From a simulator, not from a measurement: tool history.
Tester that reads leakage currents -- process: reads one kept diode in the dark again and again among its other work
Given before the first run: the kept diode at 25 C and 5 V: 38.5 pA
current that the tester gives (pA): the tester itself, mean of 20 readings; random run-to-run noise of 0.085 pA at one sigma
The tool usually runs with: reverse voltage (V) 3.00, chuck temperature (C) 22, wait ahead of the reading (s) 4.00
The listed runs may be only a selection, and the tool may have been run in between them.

| run | day | reverse voltage (V) | chuck temperature (C) | wait ahead of the reading (s) | current that the tester gives (pA) |
|---|---|---|---|---|---|
| 1 | 0.000 | 3.00 | 22 | 4.00 | 23.10 |
| 2 | 1.392 | 3.00 | 59 | 4.00 | 279.80 |
| 3 | 2.667 | 3.00 | 59 | 4.00 | 279.48 |
| 4 | 4.038 | 3.00 | 59 | 4.00 | 278.47 |
| 5 | 5.562 | 9.73 | 59 | 4.00 | 553.42 |
| 6 | 6.267 | 3.00 | 22 | 4.00 | 22.98 |
| 7 | 7.475 | 3.00 | 22 | 4.00 | 23.01 |
| 8 | 8.275 | 3.00 | 22 | 4.00 | 23.01 |
| 9 | 9.858 | 3.00 | 22 | 5.21 | 23.08 |
| 10 | 10.888 | 3.00 | 22 | 5.21 | 22.98 |
|  | 11.183 | chuck's temperature calibrated |
| 11 | 11.738 | 3.00 | 22 | 5.21 | 22.85 |
| 12 | 13.104 | 3.00 | 22 | 4.00 | 22.85 |
| 13 | 14.667 | 3.00 | 22 | 4.00 | 22.93 |
| 14 | 16.046 | 3.00 | 22 | 4.00 | 22.92 |
| 15 | 17.083 | 3.00 | 21 | 4.00 | 21.22 |
| 16 | 18.562 | 4.35 | 21 | 4.00 | 26.37 |
| 17 | 20.142 | 4.35 | 21 | 4.00 | 26.45 |
| 18 | 21.083 | 4.35 | 21 | 4.00 | 26.43 |
| 19 | 21.879 | 4.35 | 21 | 4.00 | 26.53 |
| 20 | 22.533 | 4.35 | 21 | 4.00 | 26.27 |
| 21 | 23.383 | 3.00 | 25 | 4.00 | 28.76 |
| 22 | 24.738 | 3.00 | 25 | 4.00 | 28.89 |
| 23 | 25.417 | 3.00 | 25 | 4.00 | 28.74 |
| 24 | 26.517 | 6.06 | 23 | 0.78 | 37.89 |
| 25 | 27.704 | 17.58 | 38 | 2.78 | 202.92 |
| 26 | 28.688 | 15.69 | 38 | 2.78 | 190.32 |
| 27 | 29.517 | 5.77 | 21 | 4.00 | 31.13 |
| 28 | 30.608 | 5.77 | 39 | 0.38 | 114.84 |
| 29 | 32.075 | 2.47 | 39 | 0.38 | 70.08 |
| 30 | 32.804 | 16.82 | 29 | 6.16 | 104.88 |
| 31 | 34.179 | 17.40 | 58 | 4.90 | 728.94 |
| 32 | 35.525 | 3.00 | 24 | 7.42 | 26.73 |
| 33 | 36.221 | 3.00 | 24 | 7.42 | 26.56 |
| 34 | 37.542 | 9.33 | 36 | 7.42 | 122.81 |
| 35 | 38.967 | 13.06 | 25 | 4.88 | 67.71 |
| 36 | 39.888 | 1.39 | 26 | 4.15 | 19.77 |
| 37 | 40.742 | 9.07 | 39 | 1.53 | 147.70 |
| 38 | 41.542 | 3.00 | 38 | 3.13 | 72.76 |
| 39 | 43.008 | 3.00 | 31 | 4.00 | 44.47 |
| 40 | 44.104 | 3.34 | 39 | 2.44 | 82.25 |
| 41 | 45.608 | 7.23 | 39 | 0.70 | 130.57 |

What if the next run were any one of these 3? Each begins from the tool's condition after run 41:
| A | 47.058 | 4.52 | 43 | 8.32 | ? |
| B | 47.058 | 14.05 | 22 | 0.37 | ? |
| C | 47.058 | 4.85 | 58 | 4.00 | ? |

| run | current that the tester gives (pA) |
|---|---|
| A | 128.58 |
| B | 59.83 |
| C | 345.12 |
Take away the tool's hidden state, keep each run's random variation, and the runs would have read:
| run | current that the tester gives (pA) |
|---|---|
| A | 128.53 |
| B | 59.78 |
| C | 345.01 |
